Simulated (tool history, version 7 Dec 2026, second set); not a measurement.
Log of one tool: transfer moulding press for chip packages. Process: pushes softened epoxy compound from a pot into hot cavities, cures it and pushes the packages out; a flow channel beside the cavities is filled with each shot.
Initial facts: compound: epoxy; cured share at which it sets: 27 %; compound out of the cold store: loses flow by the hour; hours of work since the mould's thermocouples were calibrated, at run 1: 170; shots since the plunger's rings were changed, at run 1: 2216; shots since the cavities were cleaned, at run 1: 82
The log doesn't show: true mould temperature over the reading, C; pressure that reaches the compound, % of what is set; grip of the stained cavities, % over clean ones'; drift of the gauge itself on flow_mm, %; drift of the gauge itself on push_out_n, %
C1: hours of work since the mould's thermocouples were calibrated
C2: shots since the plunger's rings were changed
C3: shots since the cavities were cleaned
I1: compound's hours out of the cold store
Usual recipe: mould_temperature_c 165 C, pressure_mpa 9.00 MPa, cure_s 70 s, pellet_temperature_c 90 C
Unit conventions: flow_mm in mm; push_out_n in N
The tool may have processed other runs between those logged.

Run 1, hour 0.0: usual settings; C1 170; C2 2216; C3 82; I1 11.9. Result: flow_mm 622 mm, push_out_n 334 N.
At hour 31.6: plunger's sealing rings changed.
Run 2, hour 31.8: usual settings; C1 187; C2 2; C3 437; I1 20.7. Result: flow_mm 610 mm, push_out_n 402 N.
Run 3, hour 54.7: usual settings; C1 200; C2 281; C3 716; I1 25.5. Result: flow_mm 596 mm, push_out_n 460 N.
Run 4, hour 76.6: usual settings; C1 212; C2 547; C3 982; I1 23.1. Result: flow_mm 599 mm, push_out_n 498 N.
At hour 86.9: cavities cleaned with cleaning compound and waxed.
Run 5, hour 101.2: usual settings but cure_s 51 s; C1 225; C2 828; C3 175; I1 17.7. Result: flow_mm 614 mm, push_out_n 812 N.
Run 6, hour 122.0: usual settings but cure_s 51 s; C1 237; C2 1081; C3 428; I1 19.7. Result: flow_mm 608 mm, push_out_n 905 N.
Run 7, hour 148.1: usual settings but mould_temperature_c 169 C; C1 251; C2 1398; C3 745; I1 32.4. Result: flow_mm 565 mm, push_out_n 400 N.
At hour 177.7: cavities cleaned with cleaning compound and waxed.
Run 8, hour 181.2: usual settings but pellet_temperature_c 99 C; C1 269; C2 1781; C3 41; I1 47.3. Result: flow_mm 528 mm, push_out_n 291 N.
Run 9, hour 215.0: usual settings; C1 288; C2 2192; C3 452; I1 37.8. Result: flow_mm 555 mm, push_out_n 409 N.
At hour 247.2: plunger's sealing rings changed.
Run 10, hour 254.6: usual settings but mould_temperature_c 166 C; C1 309; C2 90; C3 903; I1 15.4. Result: flow_mm 623 mm, push_out_n 471 N.
At hour 272.9: cavities cleaned with cleaning compound and waxed.
Run 11, hour 291.5: usual settings; C1 329; C2 521; C3 227; I1 14.1. Result: flow_mm 627 mm, push_out_n 377 N.
Run 12, hour 320.5: usual settings but pressure_mpa 10.59 MPa; C1 345; C2 872; C3 578; I1 40.3. Result: flow_mm 606 mm, push_out_n 428 N.
At hour 324.7: mould's thermocouples calibrated.
Run 13, hour 362.1: usual settings but pressure_mpa 10.59 MPa; C1 21; C2 1353; C3 1059; I1 34.5. Result: flow_mm 617 mm, push_out_n 512 N.
At hour 365.8: cavities cleaned with cleaning compound and waxed.
Run 14, hour 379.9: usual settings but pressure_mpa 10.59 MPa; C1 30; C2 1552; C3 172; I1 8.8. Result: flow_mm 687 mm, push_out_n 388 N.
At hour 391.2: mould's thermocouples calibrated, once more.
Run 15, hour 413.9: usual settings but pressure_mpa 10.06 MPa, pellet_temperature_c 84 C; C1 13; C2 1941; C3 561; I1 29.2. Result: flow_mm 609 mm, push_out_n 449 N.
Run 16, hour 432.1: usual settings but pressure_mpa 10.06 MPa, pellet_temperature_c 84 C; C1 23; C2 2162; C3 782; I1 30.2. Result: flow_mm 608 mm, push_out_n 461 N.
At hour 458.3: cavities cleaned with cleaning compound and waxed.
Run 17, hour 458.3: usual settings but mould_temperature_c 161 C, pressure_mpa 10.06 MPa, cure_s 63 s, pellet_temperature_c 99 C; C1 37; C2 2462; C3 0; I1 27.7. Result: flow_mm 614 mm, push_out_n 439 N.
At hour 467.8: plunger's sealing rings changed.
Run 18, hour 486.1: usual settings but mould_temperature_c 161 C, pressure_mpa 10.06 MPa, cure_s 63 s, pellet_temperature_c 99 C; C1 51; C2 223; C3 308; I1 31.1. Result: flow_mm 621 mm, push_out_n 578 N.
Run 19, hour 508.9: usual settings but mould_temperature_c 161 C, pressure_mpa 10.06 MPa, cure_s 96 s, pellet_temperature_c 99 C; C1 64; C2 500; C3 585; I1 33.3. Result: flow_mm 612 mm, push_out_n 361 N.
Run 20, hour 537.3: usual settings but mould_temperature_c 158 C, pressure_mpa 10.06 MPa, cure_s 96 s, pellet_temperature_c 84 C; C1 80; C2 844; C3 929; I1 34.2. Result: flow_mm 618 mm, push_out_n 419 N.
At hour 551.2: cavities cleaned with cleaning compound and waxed.
Run 21, hour 575.2: usual settings but pressure_mpa 10.54 MPa; C1 100; C2 1287; C3 292; I1 25.6. Result: flow_mm 637 mm, push_out_n 375 N.
Run 22, hour 596.4: usual settings but mould_temperature_c 170 C, pressure_mpa 10.54 MPa, cure_s 55 s; C1 112; C2 1544; C3 549; I1 33.8. Result: flow_mm 605 mm, push_out_n 542 N.
Run 23, hour 627.0: usual settings but pressure_mpa 8.71 MPa; C1 130; C2 1916; C3 921; I1 37.6. Result: flow_mm 543 mm, push_out_n 459 N.
At hour 641.5: cavities cleaned with cleaning compound and waxed.
Run 24, hour 658.9: usual settings but pressure_mpa 8.71 MPa; C1 147; C2 2286; C3 212; I1 16.6. Result: flow_mm 592 mm, push_out_n 369 N.
At hour 682.9: plunger's sealing rings changed.
Run 25, hour 689.9: usual settings but pressure_mpa 8.71 MPa; C1 163; C2 84; C3 557; I1 38.5. Result: flow_mm 557 mm, push_out_n 413 N.
Run 26, hour 724.4: usual settings but pressure_mpa 8.71 MPa; C1 182; C2 504; C3 977; I1 46.2. Result: flow_mm 535 mm, push_out_n 469 N.
At hour 735.3: cavities cleaned with cleaning compound and waxed.
Run 27, hour 755.0: usual settings but cure_s 96 s, pellet_temperature_c 98 C; C1 199; C2 858; C3 239; I1 17.3. Result: flow_mm 607 mm, push_out_n 285 N.

Consider 4 possible next runs. They are alternatives, not a sequence: every one starts from the tool as it was left by run 27. What does each give?
Run A, hour 777.9: usual settings but mould_temperature_c 166 C, cure_s 100 s, pellet_temperature_c 98 C; C1 211; C2 1136; C3 517; I1 42.7. Result: flow_mm ?, push_out_n ?.
Run B, hour 777.9: usual settings but pressure_mpa 8.14 MPa, pellet_temperature_c 97 C; C1 211; C2 1136; C3 517; I1 8.5. Result: flow_mm ?, push_out_n ?.
Run C, hour 777.9: usual settings but cure_s 109 s, pellet_temperature_c 98 C; C1 211; C2 1136; C3 517; I1 19.5. Result: flow_mm ?, push_out_n ?.
Run D, hour 777.9: usual settings but pressure_mpa 8.97 MPa, cure_s 85 s; C1 211; C2 1136; C3 517; I1 12.7. Result: flow_mm ?, push_out_n ?.

run  flow_mm  push_out_n
  A      542         303
  B      601         424
  C      606         327
  D      625         347
With no hidden state in the tool, these same runs would have given:
run  flow_mm  push_out_n
  A      550         207
  B      610         284
  C      614         223
  D      634         237
